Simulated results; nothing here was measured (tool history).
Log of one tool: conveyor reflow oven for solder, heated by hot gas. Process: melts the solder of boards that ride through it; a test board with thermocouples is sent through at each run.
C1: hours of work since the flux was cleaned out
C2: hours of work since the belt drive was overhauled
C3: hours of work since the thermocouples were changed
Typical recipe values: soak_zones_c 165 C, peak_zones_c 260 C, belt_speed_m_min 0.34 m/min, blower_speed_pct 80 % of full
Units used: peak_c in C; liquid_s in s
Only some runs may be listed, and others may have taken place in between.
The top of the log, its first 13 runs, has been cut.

Run 14, hour 133.1: usual settings but belt_speed_m_min 0.348 m/min; C1 20; C2 440; C3 876. Result: peak_c 250.8 C, liquid_s 88 s.
Run 15, hour 143.9: usual settings but belt_speed_m_min 0.348 m/min; C1 27; C2 447; C3 883. Result: peak_c 250.2 C, liquid_s 88 s.
Run 16, hour 158.4: usual settings but soak_zones_c 151 C, belt_speed_m_min 0.348 m/min, blower_speed_pct 75 % of full; C1 36; C2 456; C3 892. Result: peak_c 247.6 C, liquid_s 78.9 s.
Run 17, hour 165.6: usual settings but soak_zones_c 176 C, peak_zones_c 265 C, belt_speed_m_min 0.312 m/min, blower_speed_pct 69 % of full; C1 40; C2 461; C3 896. Result: peak_c 257.2 C, liquid_s 112.5 s.
Run 18, hour 178.5: usual settings but soak_zones_c 176 C, peak_zones_c 265 C, belt_speed_m_min 0.312 m/min, blower_speed_pct 69 % of full; C1 48; C2 469; C3 904. Result: peak_c 257.1 C, liquid_s 111.3 s.
Run 19, hour 191.8: usual settings but peak_zones_c 249 C, belt_speed_m_min 0.272 m/min, blower_speed_pct 55 % of full; C1 57; C2 477; C3 912. Result: peak_c 241.6 C, liquid_s 100.8 s.
Run 20, hour 199.7: usual settings but peak_zones_c 257 C, belt_speed_m_min 0.272 m/min, blower_speed_pct 83 % of full; C1 62; C2 482; C3 917. Result: peak_c 252.7 C, liquid_s 121 s.
Run 21, hour 213.6: usual settings but peak_zones_c 257 C, belt_speed_m_min 0.272 m/min, blower_speed_pct 83 % of full; C1 70; C2 491; C3 926. Result: peak_c 253.4 C, liquid_s 121.8 s.
Run 22, hour 227.4: usual settings but peak_zones_c 257 C, belt_speed_m_min 0.272 m/min, blower_speed_pct 83 % of full; C1 79; C2 499; C3 935. Result: peak_c 253 C, liquid_s 120.5 s.
Run 23, hour 235: usual settings but peak_zones_c 264 C, belt_speed_m_min 0.376 m/min, blower_speed_pct 51 % of full; C1 83; C2 504; C3 939. Result: peak_c 246.5 C, liquid_s 72.1 s.
Run 24, hour 244.5: usual settings but soak_zones_c 151 C; C1 89; C2 510; C3 945. Result: peak_c 249.2 C, liquid_s 83 s.
Run 25, hour 254: usual settings but soak_zones_c 151 C; C1 95; C2 516; C3 951. Result: peak_c 249.5 C, liquid_s 83.3 s.
Run 26, hour 267.5: usual settings but soak_zones_c 151 C, peak_zones_c 265 C, belt_speed_m_min 0.286 m/min; C1 104; C2 524; C3 960. Result: peak_c 258.1 C, liquid_s 112.9 s.
Run 27, hour 280.4: usual settings but soak_zones_c 151 C, peak_zones_c 265 C, belt_speed_m_min 0.286 m/min; C1 112; C2 532; C3 968. Result: peak_c 258.6 C, liquid_s 113.2 s.
Run 28, hour 287.7: usual settings but soak_zones_c 151 C, peak_zones_c 265 C, belt_speed_m_min 0.286 m/min; C1 116; C2 537; C3 972. Result: peak_c 258.2 C, liquid_s 112.7 s.
Run 29, hour 294.4: usual settings but soak_zones_c 154 C, belt_speed_m_min 0.409 m/min, blower_speed_pct 57 % of full; C1 120; C2 541; C3 976. Result: peak_c 239.7 C, liquid_s 51.8 s.
Run 30, hour 307.5: usual settings but soak_zones_c 172 C, belt_speed_m_min 0.282 m/min; C1 129; C2 549; C3 984. Result: peak_c 254.8 C, liquid_s 121 s.

Alternative continuations, all from the tool just after run 30; predict every row:
Run A, hour 315.8: usual settings but soak_zones_c 162 C, peak_zones_c 275 C, belt_speed_m_min 0.282 m/min; C1 134; C2 554; C3 990. Result: peak_c ?, liquid_s ?.
Run B, hour 315.8: usual settings but soak_zones_c 177 C, belt_speed_m_min 0.273 m/min, blower_speed_pct 53 % of full; C1 134; C2 554; C3 990. Result: peak_c ?, liquid_s ?.
Run C, hour 315.8: usual settings but soak_zones_c 166 C; C1 134; C2 554; C3 990. Result: peak_c ?, liquid_s ?.
Run D, hour 315.8: usual settings but peak_zones_c 262 C, blower_speed_pct 60 % of full; C1 134; C2 554; C3 990. Result: peak_c ?, liquid_s ?.
Run E, hour 315.8: usual settings but soak_zones_c 164 C, belt_speed_m_min 0.328 m/min, blower_speed_pct 71 % of full; C1 134; C2 554; C3 990. Result: peak_c ?, liquid_s ?.

run  peak_c  liquid_s
  A   269.9     128.7
  B   252.8     123.7
  C   251.7      91.1
  D   249.8        87
  E   250.5      92.4
With the hidden condition removed and each run's random variation left untouched, the same runs would have given:
run  peak_c  liquid_s
  A   269.9     128.7
  B   252.8     123.7
  C   251.6      91.1
  D   249.8        87
  E   250.5      92.4
